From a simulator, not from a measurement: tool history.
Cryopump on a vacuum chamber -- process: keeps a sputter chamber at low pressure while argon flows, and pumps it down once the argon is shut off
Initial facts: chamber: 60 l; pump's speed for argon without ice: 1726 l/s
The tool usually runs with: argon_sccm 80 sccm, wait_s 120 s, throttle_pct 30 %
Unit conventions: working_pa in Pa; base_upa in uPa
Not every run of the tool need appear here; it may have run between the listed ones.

Run 1, hour 0: usual settings. Result: working_pa 0.2725 Pa, base_upa 1.97 uPa.
At hour 33.5: pump warmed up, emptied and cooled again.
Run 2, hour 33.5: usual settings but argon_sccm 141 sccm. Result: working_pa 0.4637 Pa, base_upa 1.88 uPa.
Run 3, hour 56.8: usual settings. Result: working_pa 0.2618 Pa, base_upa 1.9 uPa.
Run 4, hour 76.2: usual settings. Result: working_pa 0.263 Pa, base_upa 1.87 uPa.
Run 5, hour 100.2: usual settings. Result: working_pa 0.2622 Pa, base_upa 1.85 uPa.
Run 6, hour 138.3: usual settings but throttle_pct 48 %. Result: working_pa 0.1656 Pa, base_upa 1.96 uPa.

Predict the results of run 7:
Run 7, hour 170: usual settings but argon_sccm 74 sccm, wait_s 44 s. Result: working_pa ?, base_upa ?.

Run 7 came out at working_pa 0.2449 Pa, base_upa 3 uPa.
Without the tool's hidden state the same run would have given working_pa 0.2426 Pa, base_upa 1.85 uPa.
